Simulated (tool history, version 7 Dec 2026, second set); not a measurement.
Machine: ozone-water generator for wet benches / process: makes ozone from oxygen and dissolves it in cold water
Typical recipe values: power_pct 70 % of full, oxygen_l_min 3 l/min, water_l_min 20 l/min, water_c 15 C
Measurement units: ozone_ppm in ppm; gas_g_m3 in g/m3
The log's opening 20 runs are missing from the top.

run,hour,power_pct,oxygen_l_min,water_l_min,water_c,hours of work since the electrodes were changed,hours of work since the contactor was cleaned,hours of work since the thermometer was calibrated,ozone_ppm,gas_g_m3
21,547.7,92,2.17,18,12,1310,5103,2309,28.6,367.8
22,578.6,66,3,20,15,1330,5122,2329,19.3,224.8
23,615.8,70,3,20,10,1353,5146,2352,21.1,237.3
24,646.3,67,4.55,20,9,1372,5165,2371,21.6,178.3
25,684.5,67,4.55,20,9,1397,5189,2395,21.3,175.9
26,730.2,67,4.55,20,9,1425,5218,2424,21.5,177.2
27,756,67,4.55,20,10,1442,5234,2440,21.8,177.1
28,776,70,3,32,7,1454,5247,2453,13,234.6
29,816.7,70,3,32,7,1480,5272,2478,13.2,236.1
30,858.8,70,3,32,7,1506,5299,2505,13,236.4
31,888.6,70,3,32,7,1525,5317,2524,13,237.6
32,910.9,72,1.99,23,11,1539,5331,2538,17.2,313.5

Below are 4 alternative next runs, each starting from the tool's condition after run 32. Predict each:
A,943.1,66,2.58,23,11,1559,5352,2558,?,?
B,943.1,72,3.79,23,22,1559,5352,2558,?,?
C,943.1,95,4.72,20,15,1559,5352,2558,?,?
D,943.1,63,1.99,18,16,1559,5352,2558,?,?

run,ozone_ppm,gas_g_m3
A,16.9,248.1
B,17,211.2
C,27.2,235.4
D,19.6,278
Take away the tool's hidden state, keep each run's random variation, and the runs would have read:
run,ozone_ppm,gas_g_m3
A,17,248.2
B,17,211.2
C,27.2,235.5
D,19.6,278.1
